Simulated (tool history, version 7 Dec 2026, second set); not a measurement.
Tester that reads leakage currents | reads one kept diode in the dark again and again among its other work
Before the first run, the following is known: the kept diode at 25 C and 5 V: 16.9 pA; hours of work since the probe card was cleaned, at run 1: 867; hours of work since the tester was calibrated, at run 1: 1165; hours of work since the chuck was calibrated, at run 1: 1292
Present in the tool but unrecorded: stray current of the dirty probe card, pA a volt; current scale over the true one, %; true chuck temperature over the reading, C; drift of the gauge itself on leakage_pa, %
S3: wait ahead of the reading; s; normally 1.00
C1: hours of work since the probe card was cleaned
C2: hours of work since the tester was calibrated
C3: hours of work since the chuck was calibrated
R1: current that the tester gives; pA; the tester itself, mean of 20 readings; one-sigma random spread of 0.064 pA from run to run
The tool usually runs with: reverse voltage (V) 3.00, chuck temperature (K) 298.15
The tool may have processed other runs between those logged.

run 1 hour=0.0 | reverse_voltage_(V)=3.00 chuck_temperature_(K)=298.15 S3=1.00 | C1=867 C2=1165 C3=1292 | R1=13.57
run 2 hour=73.7 | reverse_voltage_(V)=3.00 chuck_temperature_(K)=298.15 S3=0.69 | C1=919 C2=1216 C3=1344 | R1=13.91
run 3 hour=109.7 | reverse_voltage_(V)=3.00 chuck_temperature_(K)=298.15 S3=0.69 | C1=944 C2=1242 C3=1369 | R1=13.94
run 4 hour=158.5 | reverse_voltage_(V)=3.00 chuck_temperature_(K)=298.15 S3=1.00 | C1=978 C2=1276 C3=1403 | R1=13.58
run 5 hour=204.7 | reverse_voltage_(V)=3.18 chuck_temperature_(K)=298.15 S3=1.00 | C1=1011 C2=1308 C3=1436 | R1=13.93
run 6 hour=244.3 | reverse_voltage_(V)=6.15 chuck_temperature_(K)=298.15 S3=1.00 | C1=1038 C2=1336 C3=1464 | R1=20.34
run 7 hour=285.6 | reverse_voltage_(V)=6.15 chuck_temperature_(K)=325.15 S3=1.00 | C1=1067 C2=1365 C3=1492 | R1=138.66
run 8 hour=324.1 | reverse_voltage_(V)=3.00 chuck_temperature_(K)=298.15 S3=1.00 | C1=1094 C2=1392 C3=1519 | R1=13.56
run 9 hour=383.6 | reverse_voltage_(V)=3.00 chuck_temperature_(K)=298.15 S3=1.00 | C1=1136 C2=1434 C3=1561 | R1=13.56
-- hour=455.0 probe card cleaned and baked
run 10 hour=455.8 | reverse_voltage_(V)=3.00 chuck_temperature_(K)=298.15 S3=1.00 | C1=1 C2=1482 C3=1610 | R1=13.62
run 11 hour=487.6 | reverse_voltage_(V)=3.00 chuck_temperature_(K)=298.15 S3=1.00 | C1=23 C2=1504 C3=1632 | R1=13.50
run 12 hour=558.4 | reverse_voltage_(V)=3.00 chuck_temperature_(K)=298.15 S3=1.00 | C1=72 C2=1554 C3=1682 | R1=13.53
run 13 hour=619.7 | reverse_voltage_(V)=1.41 chuck_temperature_(K)=294.15 S3=1.26 | C1=115 C2=1597 C3=1724 | R1=6.50
run 14 hour=659.5 | reverse_voltage_(V)=3.00 chuck_temperature_(K)=299.15 S3=1.00 | C1=143 C2=1625 C3=1752 | R1=14.60
run 15 hour=732.8 | reverse_voltage_(V)=3.00 chuck_temperature_(K)=299.15 S3=1.00 | C1=195 C2=1676 C3=1804 | R1=14.57

Run 16 has not been measured yet. What should we expect?
run 16 hour=796.9 | reverse_voltage_(V)=3.00 chuck_temperature_(K)=299.15 S3=1.00 | C1=240 C2=1721 C3=1849 | R1=?

{"run 16": {"R1": 14.66}}
The same run, on a tool lacking any hidden state, would have yielded R1 14.68 pA.
